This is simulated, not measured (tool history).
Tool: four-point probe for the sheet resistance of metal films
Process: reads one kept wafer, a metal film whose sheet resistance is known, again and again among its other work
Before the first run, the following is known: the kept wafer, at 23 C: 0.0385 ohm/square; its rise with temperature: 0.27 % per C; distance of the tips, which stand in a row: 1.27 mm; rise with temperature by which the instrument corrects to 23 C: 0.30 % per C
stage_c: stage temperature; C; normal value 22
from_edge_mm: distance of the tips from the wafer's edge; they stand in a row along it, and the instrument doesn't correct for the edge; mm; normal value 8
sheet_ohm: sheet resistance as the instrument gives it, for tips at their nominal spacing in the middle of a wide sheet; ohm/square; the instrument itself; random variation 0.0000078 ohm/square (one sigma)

| run | day | stage_c | from_edge_mm | sheet_ohm |
|---|---|---|---|---|
| 1 | 0 | 22 | 8 | 0.039014 |
| 2 | 0.429 | 22 | 15 | 0.038672 |
| 3 | 0.862 | 22 | 68 | 0.038519 |
| 4 | 1.55 | 22 | 68 | 0.038518 |
| 5 | 2.267 | 22 | 68 | 0.038526 |
| 6 | 2.746 | 22 | 68 | 0.038525 |
| 7 | 3.654 | 19 | 8 | 0.039058 |
| 8 | 4.429 | 19 | 15 | 0.038711 |
| 9 | 5.033 | 22 | 8 | 0.039031 |
| 10 | 5.517 | 22 | 7 | 0.03918 |
| 11 | 6.25 | 22 | 7 | 0.039167 |
| 12 | 6.788 | 22 | 7 | 0.039174 |
| 13 | 7.571 | 34 | 3 | 0.04171 |

The next listed run, before its measurement:
| 14 | 8.379 | 33 | 16 | ? |

sheet_ohm: 0.038496 ohm/square
With no hidden state in the tool, this same run would have given sheet_ohm 0.038499 ohm/square.
